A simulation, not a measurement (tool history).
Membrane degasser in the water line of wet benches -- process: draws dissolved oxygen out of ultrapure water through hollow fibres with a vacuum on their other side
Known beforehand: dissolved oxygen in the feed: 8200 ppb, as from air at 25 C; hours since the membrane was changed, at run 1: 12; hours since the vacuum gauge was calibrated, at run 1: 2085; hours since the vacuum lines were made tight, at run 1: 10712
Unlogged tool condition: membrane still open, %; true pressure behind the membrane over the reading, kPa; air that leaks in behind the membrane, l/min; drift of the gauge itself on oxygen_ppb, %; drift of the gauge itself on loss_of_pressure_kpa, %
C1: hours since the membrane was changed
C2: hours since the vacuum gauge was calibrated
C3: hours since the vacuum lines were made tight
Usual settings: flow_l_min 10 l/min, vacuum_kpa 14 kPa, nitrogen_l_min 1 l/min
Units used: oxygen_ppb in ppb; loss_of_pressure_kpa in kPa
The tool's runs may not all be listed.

{"run": 1, "day": 0.0, "flow_l_min": 10, "vacuum_kpa": 14, "nitrogen_l_min": 1, "C1": 12, "C2": 2085, "C3": 10712, "oxygen_ppb": 353.9, "loss_of_pressure_kpa": 54.81}
{"run": 2, "day": 3.375, "flow_l_min": 10, "vacuum_kpa": 14, "nitrogen_l_min": 1, "C1": 93, "C2": 2166, "C3": 10793, "oxygen_ppb": 351.4, "loss_of_pressure_kpa": 55}
{"run": 3, "day": 7.246, "flow_l_min": 10, "vacuum_kpa": 14, "nitrogen_l_min": 1, "C1": 186, "C2": 2259, "C3": 10886, "oxygen_ppb": 351.9, "loss_of_pressure_kpa": 55.31}
{"run": 4, "day": 10.521, "flow_l_min": 10, "vacuum_kpa": 14, "nitrogen_l_min": 1, "C1": 264, "C2": 2338, "C3": 10965, "oxygen_ppb": 357.1, "loss_of_pressure_kpa": 55.41}
{"run": 5, "day": 15.062, "flow_l_min": 10, "vacuum_kpa": 14, "nitrogen_l_min": 1, "C1": 373, "C2": 2447, "C3": 11074, "oxygen_ppb": 347, "loss_of_pressure_kpa": 54.9}
{"run": 6, "day": 17.888, "flow_l_min": 10, "vacuum_kpa": 14, "nitrogen_l_min": 1, "C1": 441, "C2": 2515, "C3": 11142, "oxygen_ppb": 353.8, "loss_of_pressure_kpa": 55.09}
{"run": 7, "day": 20.917, "flow_l_min": 10, "vacuum_kpa": 14, "nitrogen_l_min": 1, "C1": 514, "C2": 2587, "C3": 11214, "oxygen_ppb": 350.2, "loss_of_pressure_kpa": 55.19}
{"run": 8, "day": 25.546, "flow_l_min": 8, "vacuum_kpa": 14, "nitrogen_l_min": 1, "C1": 625, "C2": 2698, "C3": 11326, "oxygen_ppb": 274.6, "loss_of_pressure_kpa": 44.35}
{"run": 9, "day": 27.833, "flow_l_min": 8, "vacuum_kpa": 14, "nitrogen_l_min": 1, "C1": 680, "C2": 2753, "C3": 11380, "oxygen_ppb": 269.2, "loss_of_pressure_kpa": 43.84}
{"run": 10, "day": 32.162, "flow_l_min": 8, "vacuum_kpa": 14, "nitrogen_l_min": 1, "C1": 783, "C2": 2857, "C3": 11484, "oxygen_ppb": 271.6, "loss_of_pressure_kpa": 44.61}
{"run": 11, "day": 34.888, "flow_l_min": 8, "vacuum_kpa": 14, "nitrogen_l_min": 1, "C1": 849, "C2": 2923, "C3": 11550, "oxygen_ppb": 271.2, "loss_of_pressure_kpa": 44.36}
{"run": 12, "day": 39.05, "flow_l_min": 8, "vacuum_kpa": 14, "nitrogen_l_min": 1, "C1": 949, "C2": 3023, "C3": 11650, "oxygen_ppb": 274, "loss_of_pressure_kpa": 44.48}
{"run": 13, "day": 43.55, "flow_l_min": 8, "vacuum_kpa": 14, "nitrogen_l_min": 1, "C1": 1057, "C2": 3131, "C3": 11758, "oxygen_ppb": 275.2, "loss_of_pressure_kpa": 44.15}
{"run": 14, "day": 48.662, "flow_l_min": 8, "vacuum_kpa": 14, "nitrogen_l_min": 1, "C1": 1180, "C2": 3253, "C3": 11880, "oxygen_ppb": 278.1, "loss_of_pressure_kpa": 44.41}
{"run": 15, "day": 52.946, "flow_l_min": 8, "vacuum_kpa": 14, "nitrogen_l_min": 1, "C1": 1282, "C2": 3356, "C3": 11983, "oxygen_ppb": 277.2, "loss_of_pressure_kpa": 44.09}
{"day": 54.858, "done": "seals of the vacuum lines changed"}
{"run": 16, "day": 57.188, "flow_l_min": 8, "vacuum_kpa": 14, "nitrogen_l_min": 1.39, "C1": 1382, "C2": 3456, "C3": 56, "oxygen_ppb": 204.6, "loss_of_pressure_kpa": 44.38}
{"run": 17, "day": 59.388, "flow_l_min": 8, "vacuum_kpa": 14, "nitrogen_l_min": 1.39, "C1": 1435, "C2": 3509, "C3": 109, "oxygen_ppb": 212, "loss_of_pressure_kpa": 44.31}
{"run": 18, "day": 64.308, "flow_l_min": 10, "vacuum_kpa": 14, "nitrogen_l_min": 0.56, "C1": 1553, "C2": 3627, "C3": 227, "oxygen_ppb": 508, "loss_of_pressure_kpa": 55.66}
{"run": 19, "day": 69.246, "flow_l_min": 11, "vacuum_kpa": 14, "nitrogen_l_min": 0.49, "C1": 1671, "C2": 3745, "C3": 345, "oxygen_ppb": 618.1, "loss_of_pressure_kpa": 61.24}
{"run": 20, "day": 72.167, "flow_l_min": 11, "vacuum_kpa": 14, "nitrogen_l_min": 0.49, "C1": 1742, "C2": 3815, "C3": 415, "oxygen_ppb": 620.6, "loss_of_pressure_kpa": 61.05}
{"run": 21, "day": 77.429, "flow_l_min": 11, "vacuum_kpa": 14, "nitrogen_l_min": 0.49, "C1": 1868, "C2": 3942, "C3": 542, "oxygen_ppb": 623.8, "loss_of_pressure_kpa": 60.96}
{"run": 22, "day": 82.583, "flow_l_min": 9, "vacuum_kpa": 14, "nitrogen_l_min": 0.99, "C1": 1992, "C2": 4065, "C3": 665, "oxygen_ppb": 307.6, "loss_of_pressure_kpa": 49.53}
{"run": 23, "day": 86.679, "flow_l_min": 9, "vacuum_kpa": 14, "nitrogen_l_min": 0.99, "C1": 2090, "C2": 4164, "C3": 764, "oxygen_ppb": 299.8, "loss_of_pressure_kpa": 49.91}
{"run": 24, "day": 89.362, "flow_l_min": 9, "vacuum_kpa": 14, "nitrogen_l_min": 1.59, "C1": 2154, "C2": 4228, "C3": 828, "oxygen_ppb": 226.4, "loss_of_pressure_kpa": 50.28}
{"run": 25, "day": 92.696, "flow_l_min": 13, "vacuum_kpa": 14, "nitrogen_l_min": 1, "C1": 2234, "C2": 4308, "C3": 908, "oxygen_ppb": 481.5, "loss_of_pressure_kpa": 72.2}
{"run": 26, "day": 96.367, "flow_l_min": 13, "vacuum_kpa": 14, "nitrogen_l_min": 1, "C1": 2322, "C2": 4396, "C3": 996, "oxygen_ppb": 470.7, "loss_of_pressure_kpa": 71.99}
{"run": 27, "day": 101.471, "flow_l_min": 10, "vacuum_kpa": 32.8, "nitrogen_l_min": 0.88, "C1": 2445, "C2": 4519, "C3": 1119, "oxygen_ppb": 810.1, "loss_of_pressure_kpa": 55.66}
{"run": 28, "day": 104.021, "flow_l_min": 10, "vacuum_kpa": 12.5, "nitrogen_l_min": 1.48, "C1": 2506, "C2": 4580, "C3": 1180, "oxygen_ppb": 251.3, "loss_of_pressure_kpa": 55.73}
{"run": 29, "day": 108.283, "flow_l_min": 10, "vacuum_kpa": 12.5, "nitrogen_l_min": 1.48, "C1": 2608, "C2": 4682, "C3": 1282, "oxygen_ppb": 252.5, "loss_of_pressure_kpa": 56.15}
{"run": 30, "day": 110.438, "flow_l_min": 8, "vacuum_kpa": 11.7, "nitrogen_l_min": 1.27, "C1": 2660, "C2": 4734, "C3": 1334, "oxygen_ppb": 193.2, "loss_of_pressure_kpa": 44.4}
{"run": 31, "day": 115.308, "flow_l_min": 8, "vacuum_kpa": 11.7, "nitrogen_l_min": 2.19, "C1": 2777, "C2": 4851, "C3": 1451, "oxygen_ppb": 139.1, "loss_of_pressure_kpa": 44.56}

What differs in the tool's unlogged condition from the final listed run ahead of each entry between runs to the first listed run following it?
From run 15 to run 16: seals of the vacuum lines changed (day 54.858)
  membrane still open, %: 99.3 -> 99.2; air that leaks in behind the membrane, l/min: 0.023 -> 0.0028
  difference, measured minus the result without the unlogged condition, oxygen_ppb: +16.9 -> +3.6 ppb; loss_of_pressure_kpa: +0.33 -> +0.36 kPa
